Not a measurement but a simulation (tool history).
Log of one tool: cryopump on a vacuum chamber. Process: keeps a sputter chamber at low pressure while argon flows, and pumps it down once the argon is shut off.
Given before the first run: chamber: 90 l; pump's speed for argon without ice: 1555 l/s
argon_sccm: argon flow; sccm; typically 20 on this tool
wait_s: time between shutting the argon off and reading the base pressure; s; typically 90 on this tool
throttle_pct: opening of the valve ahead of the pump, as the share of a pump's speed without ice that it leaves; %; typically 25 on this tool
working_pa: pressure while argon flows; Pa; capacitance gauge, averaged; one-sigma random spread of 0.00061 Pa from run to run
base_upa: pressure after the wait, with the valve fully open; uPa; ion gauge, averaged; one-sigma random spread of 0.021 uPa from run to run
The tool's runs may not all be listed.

run 1 hour=0 | argon_sccm=20 wait_s=90 throttle_pct=25 | working_pa=0.089 base_upa=0.57
run 2 hour=12.7 | argon_sccm=20 wait_s=90 throttle_pct=16 | working_pa=0.1384 base_upa=0.59
run 3 hour=23.7 | argon_sccm=14 wait_s=90 throttle_pct=25 | working_pa=0.0628 base_upa=0.56
run 4 hour=37.9 | argon_sccm=20 wait_s=90 throttle_pct=25 | working_pa=0.0893 base_upa=0.58
run 5 hour=62.3 | argon_sccm=20 wait_s=90 throttle_pct=25 | working_pa=0.0895 base_upa=0.58
run 6 hour=83.4 | argon_sccm=24 wait_s=90 throttle_pct=25 | working_pa=0.1079 base_upa=0.59
run 7 hour=96 | argon_sccm=20 wait_s=90 throttle_pct=25 | working_pa=0.0905 base_upa=0.63
run 8 hour=118.9 | argon_sccm=10 wait_s=90 throttle_pct=25 | working_pa=0.0448 base_upa=0.63
run 9 hour=139.6 | argon_sccm=10 wait_s=90 throttle_pct=25 | working_pa=0.0441 base_upa=0.65
run 10 hour=154.6 | argon_sccm=20 wait_s=90 throttle_pct=17 | working_pa=0.1313 base_upa=0.67
run 11 hour=171.6 | argon_sccm=20 wait_s=90 throttle_pct=41 | working_pa=0.0567 base_upa=0.68
run 12 hour=191.5 | argon_sccm=20 wait_s=90 throttle_pct=41 | working_pa=0.0568 base_upa=0.72
run 13 hour=202.4 | argon_sccm=20 wait_s=90 throttle_pct=41 | working_pa=0.0555 base_upa=0.7
run 14 hour=223.8 | argon_sccm=20 wait_s=43 throttle_pct=25 | working_pa=0.0901 base_upa=0.96
run 15 hour=235.4 | argon_sccm=9 wait_s=167 throttle_pct=47 | working_pa=0.0229 base_upa=0.57
run 16 hour=253.6 | argon_sccm=9 wait_s=167 throttle_pct=47 | working_pa=0.0223 base_upa=0.62
run 17 hour=274.3 | argon_sccm=29 wait_s=44 throttle_pct=47 | working_pa=0.0727 base_upa=0.95
run 18 hour=285.8 | argon_sccm=15 wait_s=90 throttle_pct=23 | working_pa=0.0737 base_upa=0.68
run 19 hour=298.9 | argon_sccm=15 wait_s=90 throttle_pct=23 | working_pa=0.0747 base_upa=0.72
run 20 hour=320.7 | argon_sccm=15 wait_s=90 throttle_pct=23 | working_pa=0.0727 base_upa=0.76
run 21 hour=339.9 | argon_sccm=11 wait_s=90 throttle_pct=22 | working_pa=0.0559 base_upa=0.76
run 22 hour=356.7 | argon_sccm=11 wait_s=90 throttle_pct=22 | working_pa=0.0564 base_upa=0.78
run 23 hour=371.1 | argon_sccm=20 wait_s=128 throttle_pct=21 | working_pa=0.1084 base_upa=0.7
run 24 hour=388.8 | argon_sccm=20 wait_s=128 throttle_pct=21 | working_pa=0.109 base_upa=0.7
run 25 hour=409.7 | argon_sccm=8 wait_s=49 throttle_pct=35 | working_pa=0.0264 base_upa=1.03
run 26 hour=429.9 | argon_sccm=20 wait_s=90 throttle_pct=22 | working_pa=0.1047 base_upa=0.81
run 27 hour=452.4 | argon_sccm=15 wait_s=65 throttle_pct=53 | working_pa=0.0346 base_upa=0.93
run 28 hour=471.4 | argon_sccm=30 wait_s=272 throttle_pct=32 | working_pa=0.1096 base_upa=0.67

Branching from run 28: 3 alternative next runs. What would each branch give?
run A hour=493.6 | argon_sccm=25 wait_s=78 throttle_pct=33 | working_pa=? base_upa=?
run B hour=493.6 | argon_sccm=16 wait_s=57 throttle_pct=23 | working_pa=? base_upa=?
run C hour=493.6 | argon_sccm=20 wait_s=90 throttle_pct=59 | working_pa=? base_upa=?

run=A working_pa=0.0888 base_upa=0.93
run=B working_pa=0.0793 base_upa=1.02
run=C working_pa=0.0427 base_upa=0.85
What these runs would have given with no unlogged condition in the tool:
run=A working_pa=0.0817 base_upa=0.53
run=B working_pa=0.0748 base_upa=0.64
run=C working_pa=0.0371 base_upa=0.46
